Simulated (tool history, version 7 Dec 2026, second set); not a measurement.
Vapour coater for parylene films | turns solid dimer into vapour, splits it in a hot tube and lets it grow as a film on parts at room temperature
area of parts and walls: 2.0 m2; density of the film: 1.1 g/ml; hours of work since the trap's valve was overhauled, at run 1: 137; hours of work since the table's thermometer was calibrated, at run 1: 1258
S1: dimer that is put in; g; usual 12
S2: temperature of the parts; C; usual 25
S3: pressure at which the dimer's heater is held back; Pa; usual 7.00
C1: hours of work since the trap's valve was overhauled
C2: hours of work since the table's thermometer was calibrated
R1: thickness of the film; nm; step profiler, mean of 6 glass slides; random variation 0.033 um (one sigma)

run,hour,S1,S2,S3,C1,C2,R1
1,0.0,12,25,7.00,137,1258,3280
2,88.5,12,25,7.00,199,1319,3150
3,132.5,12,25,7.00,229,1350,3160
4,197.6,12,25,7.00,274,1395,3110
5,272.9,12,25,7.00,326,1447,3020
6,353.0,12,24,3.68,382,1502,3190
7,388.8,12,24,3.68,406,1527,3240
8,469.3,12,28,5.85,462,1583,2710
9,541.8,12,28,5.85,512,1633,2700
# hour 583.6: trap's valve overhauled
10,614.2,6,21,2.89,21,1680,2010

5 ways to go on from here, each from the tool as it stands after run 10. What would each give?
A,702.5,11,18,5.14,82,1742,?
B,702.5,12,29,2.56,82,1742,?
C,702.5,6,21,2.11,82,1742,?
D,702.5,7,21,2.89,82,1742,?
E,702.5,20,21,2.89,82,1742,?

run,R1
A,3810
B,3130
C,1980
D,2320
E,6530
Without the tool's hidden state the same runs would have given:
run,R1
A,3820
B,3130
C,1980
D,2320
E,6540
